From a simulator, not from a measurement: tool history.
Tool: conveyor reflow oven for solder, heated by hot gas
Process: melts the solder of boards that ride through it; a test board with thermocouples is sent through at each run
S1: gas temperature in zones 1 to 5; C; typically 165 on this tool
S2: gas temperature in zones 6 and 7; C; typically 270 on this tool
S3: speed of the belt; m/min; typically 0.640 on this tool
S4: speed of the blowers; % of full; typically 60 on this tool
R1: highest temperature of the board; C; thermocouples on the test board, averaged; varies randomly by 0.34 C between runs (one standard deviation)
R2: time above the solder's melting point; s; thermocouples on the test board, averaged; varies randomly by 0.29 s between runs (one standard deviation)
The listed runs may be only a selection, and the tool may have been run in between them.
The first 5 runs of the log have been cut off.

run   hour   S1   S2     S3  S4     R1    R2
  6   34.1  165  270  0.515  60  259.1  74.7
  7   40.9  165  270  0.515  60  259.1  74.8
  8   46.3  165  270  0.515  83  261.4  77.3
  9   54.2  165  285  0.515  83  275.7  83.5
 10   60.3  165  285  0.573  83  273.4  73.4
 11   69.1  165  285  0.613  83  271.4  68.0
 12   74.1  165  270  0.640  84  256.8  57.9
 13   82.3  165  270  0.640  84  256.1  57.3
 14   88.6  165  270  0.640  84  255.8  57.4
 15   93.5  165  270  0.640  84  256.2  57.5
 16   97.8  165  270  0.640  84  256.1  57.3
 17  105.5  165  270  0.531  60  257.7  71.4
 18  111.7  165  270  0.531  60  257.8  70.8
 19  117.4  165  270  0.531  60  257.2  71.5
 20  125.1  165  276  0.609  60  259.1  62.0
     129.7  -- belt drive overhauled, speed set with a stopwatch
 21  134.5  165  276  0.609  60  259.3  62.7
 22  141.9  165  276  0.609  60  259.1  62.1
 23  149.4  176  278  0.539  52  264.7  77.8
 24  154.6  167  279  0.539  52  265.2  74.8
 25  160.3  150  267  0.656  60  246.0  43.9
 26  166.6  150  267  0.656  60  246.1  43.8
 27  171.7  150  267  0.656  60  246.5  43.5
     180.1  -- belt drive overhauled, speed set with a stopwatch, once more
 28  182.5  150  267  0.656  60  245.9  43.4
 29  187.4  164  259  0.640  72  243.6  47.6
 30  194.7  171  278  0.530  57  265.0  77.2

Below are 4 alternative next runs, each starting from the tool's condition after run 30. Predict each:
  A  199.6  167  270  0.640  57   ?   ?
  B  199.6  170  277  0.624  57   ?   ?
  C  199.6  161  271  0.530  57   ?   ?
  D  199.6  165  268  0.640  60   ?   ?

run     R1    R2
  A  251.9  53.6
  B  258.6  61.3
  C  256.8  69.2
  D  249.7  51.5
Take away the tool's hidden state, keep each run's random variation, and the runs would have read:
run     R1    R2
  A  256.4  57.1
  B  263.1  64.1
  C  261.0  72.5
  D  254.3  55.2
